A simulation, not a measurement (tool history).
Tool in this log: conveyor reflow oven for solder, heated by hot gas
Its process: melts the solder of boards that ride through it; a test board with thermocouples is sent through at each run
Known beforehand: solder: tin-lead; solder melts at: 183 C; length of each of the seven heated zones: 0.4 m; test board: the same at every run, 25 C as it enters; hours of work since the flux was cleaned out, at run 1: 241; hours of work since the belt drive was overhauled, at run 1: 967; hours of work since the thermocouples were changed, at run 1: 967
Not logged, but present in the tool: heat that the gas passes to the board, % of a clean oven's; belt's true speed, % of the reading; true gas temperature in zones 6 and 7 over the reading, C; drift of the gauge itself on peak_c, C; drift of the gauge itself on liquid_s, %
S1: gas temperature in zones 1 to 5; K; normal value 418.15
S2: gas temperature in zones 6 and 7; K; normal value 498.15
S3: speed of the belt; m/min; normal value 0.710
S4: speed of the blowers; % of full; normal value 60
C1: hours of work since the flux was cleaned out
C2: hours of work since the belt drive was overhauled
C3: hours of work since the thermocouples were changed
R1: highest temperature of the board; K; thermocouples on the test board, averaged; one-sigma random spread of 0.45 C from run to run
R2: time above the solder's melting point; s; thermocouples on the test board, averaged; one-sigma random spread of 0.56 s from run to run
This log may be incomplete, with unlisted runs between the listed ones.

| run | hour | S1 | S2 | S3 | S4 | C1 | C2 | C3 | R1 | R2 |
|---|---|---|---|---|---|---|---|---|---|---|
| 1 | 0.0 | 418.15 | 498.15 | 0.710 | 60 | 241 | 967 | 967 | 478.85 | 41.5 |
| 2 | 73.3 | 418.15 | 498.15 | 0.710 | 60 | 285 | 1011 | 1011 | 478.25 | 42.2 |
| 3 | 145.9 | 418.15 | 498.15 | 0.760 | 60 | 328 | 1054 | 1054 | 476.25 | 36.6 |
| 4 | 217.1 | 408.15 | 498.15 | 0.760 | 60 | 370 | 1096 | 1096 | 472.85 | 30.5 |
| 5 | 282.1 | 408.15 | 498.15 | 0.702 | 60 | 409 | 1135 | 1135 | 477.25 | 37.5 |
| 6 | 370.7 | 408.15 | 498.15 | 0.702 | 60 | 462 | 1188 | 1188 | 476.25 | 36.9 |

Run 7 has not been measured yet. What should we expect?
|  | 433.9 | flux residue cleaned out of gas plates and filters |
| 7 | 458.1 | 427.15 | 498.15 | 0.666 | 86 | 14 | 1237 | 1237 | ? | ? |

Run 7 yielded R1 487.75 K, R2 59.8 s.
Were there no unlogged condition in the tool, this run, its random variation unchanged, would have produced R1 487.85 K, R2 59.7 s.

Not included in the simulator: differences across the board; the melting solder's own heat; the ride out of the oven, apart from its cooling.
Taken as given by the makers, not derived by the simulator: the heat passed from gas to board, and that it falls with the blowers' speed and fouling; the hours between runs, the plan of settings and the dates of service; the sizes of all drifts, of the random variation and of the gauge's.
